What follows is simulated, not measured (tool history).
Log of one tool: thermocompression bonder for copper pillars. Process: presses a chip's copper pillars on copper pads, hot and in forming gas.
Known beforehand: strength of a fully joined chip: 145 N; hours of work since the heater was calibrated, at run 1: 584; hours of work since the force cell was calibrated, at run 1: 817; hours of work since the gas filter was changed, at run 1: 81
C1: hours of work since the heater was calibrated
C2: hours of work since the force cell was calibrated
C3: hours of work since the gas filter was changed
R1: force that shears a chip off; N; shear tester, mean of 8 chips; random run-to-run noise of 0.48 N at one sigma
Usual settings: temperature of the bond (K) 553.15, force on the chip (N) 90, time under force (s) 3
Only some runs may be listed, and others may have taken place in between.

run 1 hour=0 | temperature_of_the_bond_(K)=553.15 force_on_the_chip_(N)=90 time_under_force_(s)=3 | C1=584 C2=817 C3=81 | R1=77.8
run 2 hour=19.6 | temperature_of_the_bond_(K)=553.15 force_on_the_chip_(N)=66 time_under_force_(s)=3 | C1=592 C2=825 C3=89 | R1=63.5
run 3 hour=45.7 | temperature_of_the_bond_(K)=553.15 force_on_the_chip_(N)=66 time_under_force_(s)=3 | C1=603 C2=836 C3=99 | R1=62.9
run 4 hour=80.1 | temperature_of_the_bond_(K)=553.15 force_on_the_chip_(N)=101 time_under_force_(s)=3 | C1=616 C2=850 C3=113 | R1=82
run 5 hour=108.9 | temperature_of_the_bond_(K)=553.15 force_on_the_chip_(N)=101 time_under_force_(s)=3 | C1=628 C2=861 C3=125 | R1=81.6
run 6 hour=139.7 | temperature_of_the_bond_(K)=528.15 force_on_the_chip_(N)=90 time_under_force_(s)=3 | C1=640 C2=874 C3=137 | R1=53.8
-- hour=146.1 forming gas filter changed
run 7 hour=182.3 | temperature_of_the_bond_(K)=528.15 force_on_the_chip_(N)=90 time_under_force_(s)=3 | C1=657 C2=890 C3=15 | R1=57.7
run 8 hour=218 | temperature_of_the_bond_(K)=528.15 force_on_the_chip_(N)=90 time_under_force_(s)=3 | C1=672 C2=905 C3=29 | R1=56.6
run 9 hour=261 | temperature_of_the_bond_(K)=528.15 force_on_the_chip_(N)=90 time_under_force_(s)=3 | C1=689 C2=922 C3=46 | R1=55.9
run 10 hour=296.9 | temperature_of_the_bond_(K)=528.15 force_on_the_chip_(N)=90 time_under_force_(s)=3 | C1=704 C2=937 C3=61 | R1=55.8
run 11 hour=338.7 | temperature_of_the_bond_(K)=528.15 force_on_the_chip_(N)=90 time_under_force_(s)=3 | C1=720 C2=953 C3=78 | R1=56.1
run 12 hour=359.2 | temperature_of_the_bond_(K)=528.15 force_on_the_chip_(N)=90 time_under_force_(s)=3 | C1=729 C2=962 C3=86 | R1=55.7
run 13 hour=393.3 | temperature_of_the_bond_(K)=553.15 force_on_the_chip_(N)=135 time_under_force_(s)=3 | C1=742 C2=975 C3=100 | R1=97.7
run 14 hour=416.2 | temperature_of_the_bond_(K)=553.15 force_on_the_chip_(N)=64 time_under_force_(s)=5 | C1=752 C2=985 C3=109 | R1=74.3
run 15 hour=441.8 | temperature_of_the_bond_(K)=553.15 force_on_the_chip_(N)=96 time_under_force_(s)=6 | C1=762 C2=995 C3=119 | R1=97.9
-- hour=446.9 heater calibrated with a thermocouple chip
run 16 hour=464.8 | temperature_of_the_bond_(K)=553.15 force_on_the_chip_(N)=96 time_under_force_(s)=6 | C1=7 C2=1003 C3=128 | R1=98.8
-- hour=493 forming gas filter changed
run 17 hour=504.2 | temperature_of_the_bond_(K)=539.15 force_on_the_chip_(N)=64 time_under_force_(s)=6 | C1=23 C2=1019 C3=5 | R1=70.6
run 18 hour=541 | temperature_of_the_bond_(K)=561.15 force_on_the_chip_(N)=90 time_under_force_(s)=3 | C1=38 C2=1034 C3=19 | R1=88.6

What does the tool deliver on the next run?
-- hour=559.8 heater calibrated with a thermocouple chip, once more
run 19 hour=564 | temperature_of_the_bond_(K)=561.15 force_on_the_chip_(N)=90 time_under_force_(s)=3 | C1=2 C2=1042 C3=28 | R1=?

{"run 19": {"R1": 86}}
With the hidden condition absent and the run-to-run variation left alone, this run would have shown R1 83.9 N.

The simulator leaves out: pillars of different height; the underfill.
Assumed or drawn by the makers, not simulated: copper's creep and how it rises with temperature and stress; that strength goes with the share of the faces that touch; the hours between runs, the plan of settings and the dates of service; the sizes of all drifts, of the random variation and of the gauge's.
